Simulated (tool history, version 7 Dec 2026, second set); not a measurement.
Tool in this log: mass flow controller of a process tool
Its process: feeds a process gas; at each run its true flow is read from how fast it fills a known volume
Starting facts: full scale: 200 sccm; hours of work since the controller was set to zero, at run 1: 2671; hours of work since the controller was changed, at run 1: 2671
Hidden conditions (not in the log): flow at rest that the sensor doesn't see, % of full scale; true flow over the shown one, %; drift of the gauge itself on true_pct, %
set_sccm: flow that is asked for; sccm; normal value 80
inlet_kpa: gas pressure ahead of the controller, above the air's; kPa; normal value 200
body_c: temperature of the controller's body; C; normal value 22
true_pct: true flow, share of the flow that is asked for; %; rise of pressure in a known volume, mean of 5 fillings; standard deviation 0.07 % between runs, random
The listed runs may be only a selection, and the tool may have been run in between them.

run	hour	set_sccm	inlet_kpa	body_c	hours of work since the controller was set to zero	hours of work since the controller was changed	true_pct
1	0.0	80	200	22	2671	2671	98.35
2	57.4	80	200	39	2706	2706	97.46
3	156.1	80	200	39	2765	2765	97.45
4	236.8	80	200	39	2814	2814	97.55
5	342.3	80	200	29	2877	2877	98.13
6	409.1	80	200	29	2918	2918	98.09
7	526.9	80	200	29	2989	2989	98.23
8	594.3	80	200	29	3029	3029	98.12
9	675.7	80	200	29	3078	3078	98.23
10	723.9	80	200	29	3107	3107	98.34
11	784.4	80	200	29	3144	3144	98.33
12	882.4	80	200	23	3203	3203	98.72
13	986.9	91	226	34	3266	3266	98.43
14	1094.8	80	156	34	3330	3330	98.28
15	1147.6	21	244	37	3362	3362	97.24
16	1235.8	42	189	22	3415	3415	98.21
17	1341.0	102	205	22	3479	3479	99.38

Here are 4 independent what-if runs from the current tool condition. What would each one return?
# hour 1407.9: gauge calibrated
A	1411.5	80	147	22	3521	3521	?
# hour 1407.9: gauge calibrated
B	1411.5	52	200	22	3521	3521	?
# hour 1407.9: gauge calibrated
C	1411.5	102	185	33	3521	3521	?
# hour 1407.9: gauge calibrated
D	1411.5	186	205	22	3521	3521	?

run	true_pct
A	98.24
B	97.75
C	98.20
D	99.94
Take away the tool's hidden state, keep each run's random variation, and the runs would have read:
run	true_pct
A	98.24
B	97.75
C	98.20
D	99.94
